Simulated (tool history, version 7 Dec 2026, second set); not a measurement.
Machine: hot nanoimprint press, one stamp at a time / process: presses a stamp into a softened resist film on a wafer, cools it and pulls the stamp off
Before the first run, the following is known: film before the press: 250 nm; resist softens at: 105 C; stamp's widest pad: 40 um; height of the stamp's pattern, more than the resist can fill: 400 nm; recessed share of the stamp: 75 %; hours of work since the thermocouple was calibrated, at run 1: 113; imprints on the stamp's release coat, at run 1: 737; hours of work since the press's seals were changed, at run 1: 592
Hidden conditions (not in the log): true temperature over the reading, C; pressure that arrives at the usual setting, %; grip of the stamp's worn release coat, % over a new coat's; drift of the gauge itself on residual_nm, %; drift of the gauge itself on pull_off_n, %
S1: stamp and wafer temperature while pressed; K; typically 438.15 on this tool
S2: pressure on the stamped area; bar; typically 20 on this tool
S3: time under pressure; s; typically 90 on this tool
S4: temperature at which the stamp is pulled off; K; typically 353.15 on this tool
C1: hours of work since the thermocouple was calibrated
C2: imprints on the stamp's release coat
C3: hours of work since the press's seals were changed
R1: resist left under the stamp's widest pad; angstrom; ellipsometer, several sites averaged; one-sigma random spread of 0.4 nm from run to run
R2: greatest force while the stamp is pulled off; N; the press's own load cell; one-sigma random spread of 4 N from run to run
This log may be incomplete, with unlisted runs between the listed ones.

{"run": 1, "day": 0.0, "S1": 438.15, "S2": 20, "S3": 90, "S4": 353.15, "C1": 113, "C2": 737, "C3": 592, "R1": 1093, "R2": 193}
{"run": 2, "day": 0.433, "S1": 438.15, "S2": 20, "S3": 90, "S4": 353.15, "C1": 121, "C2": 769, "C3": 600, "R1": 1089, "R2": 192}
{"run": 3, "day": 0.838, "S1": 438.15, "S2": 20, "S3": 90, "S4": 353.15, "C1": 129, "C2": 798, "C3": 607, "R1": 1094, "R2": 192}
{"run": 4, "day": 1.75, "S1": 438.15, "S2": 20, "S3": 90, "S4": 353.15, "C1": 146, "C2": 864, "C3": 624, "R1": 1092, "R2": 201}
{"run": 5, "day": 2.592, "S1": 438.15, "S2": 20, "S3": 90, "S4": 353.15, "C1": 162, "C2": 925, "C3": 640, "R1": 1094, "R2": 187}
{"run": 6, "day": 3.496, "S1": 438.15, "S2": 20, "S3": 90, "S4": 353.15, "C1": 179, "C2": 990, "C3": 657, "R1": 1088, "R2": 195}
{"run": 7, "day": 4.4, "S1": 438.15, "S2": 20, "S3": 90, "S4": 353.15, "C1": 196, "C2": 1055, "C3": 674, "R1": 1096, "R2": 192}
{"run": 8, "day": 4.858, "S1": 438.15, "S2": 20, "S3": 90, "S4": 353.15, "C1": 204, "C2": 1089, "C3": 683, "R1": 1097, "R2": 194}
{"run": 9, "day": 5.779, "S1": 438.15, "S2": 20, "S3": 90, "S4": 353.15, "C1": 222, "C2": 1155, "C3": 700, "R1": 1097, "R2": 194}
{"run": 10, "day": 6.254, "S1": 438.15, "S2": 20, "S3": 90, "S4": 353.15, "C1": 230, "C2": 1189, "C3": 709, "R1": 1099, "R2": 197}
{"run": 11, "day": 7.179, "S1": 438.15, "S2": 20, "S3": 90, "S4": 343.15, "C1": 248, "C2": 1256, "C3": 726, "R1": 1092, "R2": 223}
{"run": 12, "day": 7.654, "S1": 438.15, "S2": 20, "S3": 90, "S4": 343.15, "C1": 257, "C2": 1291, "C3": 735, "R1": 1101, "R2": 212}
{"day": 7.85, "done": "plate thermocouple calibrated"}
{"run": 13, "day": 8.588, "S1": 438.15, "S2": 20, "S3": 90, "S4": 343.15, "C1": 14, "C2": 1349, "C3": 750, "R1": 1094, "R2": 218}
{"run": 14, "day": 9.454, "S1": 438.15, "S2": 20, "S3": 90, "S4": 343.15, "C1": 30, "C2": 1412, "C3": 766, "R1": 1103, "R2": 218}
{"run": 15, "day": 10.354, "S1": 438.15, "S2": 20, "S3": 90, "S4": 343.15, "C1": 47, "C2": 1477, "C3": 783, "R1": 1104, "R2": 229}
{"run": 16, "day": 10.771, "S1": 450.15, "S2": 12.6, "S3": 173, "S4": 340.15, "C1": 55, "C2": 1507, "C3": 791, "R1": 738, "R2": 232}
{"run": 17, "day": 11.608, "S1": 450.15, "S2": 13.8, "S3": 173, "S4": 339.15, "C1": 70, "C2": 1567, "C3": 807, "R1": 707, "R2": 229}
{"run": 18, "day": 12.092, "S1": 432.15, "S2": 28.7, "S3": 173, "S4": 338.15, "C1": 79, "C2": 1602, "C3": 816, "R1": 898, "R2": 235}
{"run": 19, "day": 12.679, "S1": 432.15, "S2": 28.7, "S3": 173, "S4": 338.15, "C1": 90, "C2": 1645, "C3": 827, "R1": 886, "R2": 229}
{"run": 20, "day": 13.388, "S1": 443.15, "S2": 28.7, "S3": 111, "S4": 338.15, "C1": 104, "C2": 1696, "C3": 840, "R1": 725, "R2": 231}
{"run": 21, "day": 14.171, "S1": 443.15, "S2": 28.7, "S3": 111, "S4": 338.15, "C1": 118, "C2": 1753, "C3": 855, "R1": 720, "R2": 229}
{"run": 22, "day": 14.933, "S1": 443.15, "S2": 28.7, "S3": 111, "S4": 338.15, "C1": 133, "C2": 1808, "C3": 869, "R1": 718, "R2": 238}
{"run": 23, "day": 15.812, "S1": 436.15, "S2": 28.7, "S3": 111, "S4": 359.15, "C1": 149, "C2": 1871, "C3": 885, "R1": 915, "R2": 188}
{"day": 16.554, "done": "stamp cleaned and given a new release coat"}
{"run": 24, "day": 16.658, "S1": 436.15, "S2": 28.7, "S3": 111, "S4": 359.15, "C1": 160, "C2": 7, "C3": 897, "R1": 916, "R2": 181}
{"run": 25, "day": 17.342, "S1": 438.15, "S2": 12.9, "S3": 90, "S4": 350.15, "C1": 173, "C2": 57, "C3": 909, "R1": 1346, "R2": 200}
{"run": 26, "day": 17.812, "S1": 438.15, "S2": 27.6, "S3": 106, "S4": 339.15, "C1": 182, "C2": 91, "C3": 918, "R1": 894, "R2": 227}
{"run": 27, "day": 18.592, "S1": 438.15, "S2": 27.6, "S3": 106, "S4": 339.15, "C1": 197, "C2": 147, "C3": 933, "R1": 887, "R2": 229}
{"run": 28, "day": 19.154, "S1": 438.15, "S2": 27.6, "S3": 106, "S4": 339.15, "C1": 207, "C2": 188, "C3": 943, "R1": 893, "R2": 234}
{"run": 29, "day": 19.783, "S1": 438.15, "S2": 27.6, "S3": 106, "S4": 339.15, "C1": 219, "C2": 233, "C3": 955, "R1": 891, "R2": 224}

Alternative continuations, all from the tool just after run 29; predict every row:
{"day": 20.275, "done": "gauge calibrated"}
{"run": "A", "day": 20.621, "S1": 426.15, "S2": 27.8, "S3": 90, "S4": 353.15, "C1": 235, "C2": 294, "C3": 971, "R1": "?", "R2": "?"}
{"day": 20.275, "done": "gauge calibrated"}
{"run": "B", "day": 20.621, "S1": 449.15, "S2": 27.6, "S3": 106, "S4": 339.15, "C1": 235, "C2": 294, "C3": 971, "R1": "?", "R2": "?"}
{"day": 20.275, "done": "gauge calibrated"}
{"run": "C", "day": 20.621, "S1": 438.15, "S2": 27.6, "S3": 57, "S4": 339.15, "C1": 235, "C2": 294, "C3": 971, "R1": "?", "R2": "?"}

run=A R1=1426 R2=205
run=B R1=613 R2=218
run=C R1=1117 R2=228
What these runs would have given with no unlogged condition in the tool:
run=A R1=1424 R2=205
run=B R1=612 R2=218
run=C R1=1115 R2=227
